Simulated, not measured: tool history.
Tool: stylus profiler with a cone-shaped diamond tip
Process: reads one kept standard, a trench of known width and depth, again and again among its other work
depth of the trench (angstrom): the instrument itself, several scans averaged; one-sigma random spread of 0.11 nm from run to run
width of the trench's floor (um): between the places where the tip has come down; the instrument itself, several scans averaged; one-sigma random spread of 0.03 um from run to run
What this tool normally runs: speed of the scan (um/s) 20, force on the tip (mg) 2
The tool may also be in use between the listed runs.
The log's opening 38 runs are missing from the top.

run,hour,speed of the scan (um/s),force on the tip (mg),depth of the trench (angstrom),width of the trench's floor (um)
39,943.9,20,0.82,2003,46.24
40,971.9,20,4.18,2028.6,46.29
41,1004.1,20,4.18,2027.2,46.29
42,1027.2,8,1.63,2010.6,46.32
43,1048.4,78,0.78,2001.8,45.54
44,1067.5,35,3.33,2020.2,46.19
45,1096.4,26,0.93,2003.4,46.13
46,1120.8,46,5.88,2035.7,46.15
47,1141.1,46,5.88,2037.5,46.12
48,1156.1,27,1.64,2009.8,46.11

Here are 3 independent what-if runs from the current tool condition. What would each one return?
A,1177.2,27,2.17,?,?
B,1177.2,44,2.29,?,?
C,1177.2,7,1.64,?,?

run,depth of the trench (angstrom),width of the trench's floor (um)
A,2013.2,46.14
B,2015.1,46.01
C,2010.1,46.22
What these runs would have given with no unlogged condition in the tool:
run,depth of the trench (angstrom),width of the trench's floor (um)
A,2023.6,47.01
B,2025.5,46.88
C,2020.4,47.09
